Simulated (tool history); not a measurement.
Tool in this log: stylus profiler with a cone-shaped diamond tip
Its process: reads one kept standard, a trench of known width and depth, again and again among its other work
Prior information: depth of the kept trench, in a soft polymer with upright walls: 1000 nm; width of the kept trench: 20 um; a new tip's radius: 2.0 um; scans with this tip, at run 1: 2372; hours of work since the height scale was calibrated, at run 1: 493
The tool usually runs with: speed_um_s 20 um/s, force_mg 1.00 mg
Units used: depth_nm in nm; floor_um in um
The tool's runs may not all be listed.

run	hour	speed_um_s	force_mg	scans with this tip	hours of work since the height scale was calibrated	depth_nm	floor_um
1	0.0	20	1.00	2372	493	1001.82	15.64
2	15.0	11	1.00	2407	501	1002.02	15.73
3	29.1	11	1.00	2439	507	1001.68	15.75
4	43.9	20	0.65	2473	514	1001.13	15.61
5	61.5	20	0.65	2514	523	1001.13	15.62
6	78.1	20	0.84	2552	531	1001.47	15.65
7	96.1	20	0.81	2594	539	1001.73	15.57
8	111.1	20	0.81	2628	547	1001.32	15.60
9	132.7	20	0.43	2678	557	1000.60	15.49
10	148.6	9	2.28	2715	565	1004.24	15.77
11	166.7	9	1.02	2756	573	1001.81	15.73
12	190.0	9	1.02	2810	584	1001.94	15.70
13	215.2	9	1.02	2868	597	1002.10	15.67

Measured minus without-hidden-state, run by run (identical run-to-run variation in each term; gauge scatter may differ):
The hidden state here: radius of the tip, um; height scale over the true one, %; drift of the gauge itself on depth_nm, %; drift of the gauge itself on floor_um, %.
run	depth_nm	floor_um
1	-0.97	-0.65
2	-0.99	-0.66
3	-1.01	-0.68
4	-1.03	-0.68
5	-1.05	-0.69
6	-1.06	-0.70
7	-1.09	-0.71
8	-1.10	-0.71
9	-1.13	-0.72
10	-1.15	-0.74
11	-1.18	-0.75
12	-1.20	-0.76
13	-1.24	-0.77

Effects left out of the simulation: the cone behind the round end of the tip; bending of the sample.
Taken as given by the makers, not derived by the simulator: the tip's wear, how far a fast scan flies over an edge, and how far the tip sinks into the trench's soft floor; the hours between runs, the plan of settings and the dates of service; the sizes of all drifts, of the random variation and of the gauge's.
